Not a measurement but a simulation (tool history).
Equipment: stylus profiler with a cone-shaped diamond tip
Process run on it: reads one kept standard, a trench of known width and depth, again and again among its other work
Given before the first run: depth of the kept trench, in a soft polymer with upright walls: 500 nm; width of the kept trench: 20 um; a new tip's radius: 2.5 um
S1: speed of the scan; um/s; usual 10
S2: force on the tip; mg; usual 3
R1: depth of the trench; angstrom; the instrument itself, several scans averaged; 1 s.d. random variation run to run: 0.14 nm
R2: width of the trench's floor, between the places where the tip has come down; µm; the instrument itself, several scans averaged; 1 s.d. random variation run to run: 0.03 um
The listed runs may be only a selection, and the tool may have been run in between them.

run 1 hour=0 | S1=10 S2=3 | R1=5071.6 R2=16.92
run 2 hour=18.7 | S1=10 S2=3 | R1=5072.2 R2=17
run 3 hour=28.6 | S1=10 S2=3 | R1=5073.2 R2=16.93
run 4 hour=46.7 | S1=10 S2=3 | R1=5075.3 R2=16.94
run 5 hour=65.3 | S1=5 S2=3 | R1=5073.3 R2=16.98
run 6 hour=80.1 | S1=5 S2=2.27 | R1=5060.5 R2=16.98
run 7 hour=93.8 | S1=10 S2=3 | R1=5071.7 R2=16.96
run 8 hour=103.8 | S1=10 S2=3 | R1=5072.9 R2=16.96
run 9 hour=119.2 | S1=10 S2=7.79 | R1=5140.9 R2=16.94
run 10 hour=132 | S1=4 S2=7.79 | R1=5137.4 R2=16.93
run 11 hour=144 | S1=4 S2=7.79 | R1=5137.6 R2=17.03
run 12 hour=155.5 | S1=14 S2=3.47 | R1=5081.1 R2=16.95
run 13 hour=164.2 | S1=6 S2=1.28 | R1=5039.4 R2=16.93
run 14 hour=176.3 | S1=32 S2=6.9 | R1=5127.4 R2=16.86
-- hour=178.6 height scale calibrated on a step standard
run 15 hour=188.3 | S1=3 S2=5.68 | R1=5110.8 R2=16.98
run 16 hour=202.2 | S1=7 S2=3.83 | R1=5084.2 R2=16.9
run 17 hour=215.2 | S1=3 S2=1.5 | R1=5044.4 R2=16.96
run 18 hour=226.2 | S1=10 S2=6.83 | R1=5125.3 R2=16.89
run 19 hour=242.2 | S1=7 S2=1.08 | R1=5032.7 R2=16.93
-- hour=251.6 height scale calibrated on a step standard, once more
run 20 hour=251.6 | S1=14 S2=8.96 | R1=5155.6 R2=16.91
run 21 hour=269.1 | S1=5 S2=6.44 | R1=5124.8 R2=16.93

Measured minus without-hidden-state, run by run (identical run-to-run variation in each term; gauge scatter may differ):
Hidden state at play: radius of the tip, um; height scale over the true one, %; drift of the gauge itself on depth_nm, %; drift of the gauge itself on floor_um, %.
run=1 R1=-0.2 R2=+0
run=2 R1=-0.5 R2=-0.01
run=3 R1=-0.6 R2=-0.01
run=4 R1=-0.7 R2=-0.02
run=5 R1=-1 R2=-0.02
run=6 R1=-1.2 R2=-0.03
run=7 R1=-1.4 R2=-0.03
run=8 R1=-1.5 R2=-0.03
run=9 R1=-1.7 R2=-0.03
run=10 R1=-1.8 R2=-0.04
run=11 R1=-2 R2=-0.04
run=12 R1=-2.2 R2=-0.04
run=13 R1=-2.2 R2=-0.05
run=14 R1=-2.4 R2=-0.05
run=15 R1=-2.9 R2=-0.05
run=16 R1=-3.1 R2=-0.06
run=17 R1=-3.3 R2=-0.06
run=18 R1=-3.4 R2=-0.06
run=19 R1=-3.5 R2=-0.07
run=20 R1=+0.5 R2=-0.07
run=21 R1=+0.2 R2=-0.07

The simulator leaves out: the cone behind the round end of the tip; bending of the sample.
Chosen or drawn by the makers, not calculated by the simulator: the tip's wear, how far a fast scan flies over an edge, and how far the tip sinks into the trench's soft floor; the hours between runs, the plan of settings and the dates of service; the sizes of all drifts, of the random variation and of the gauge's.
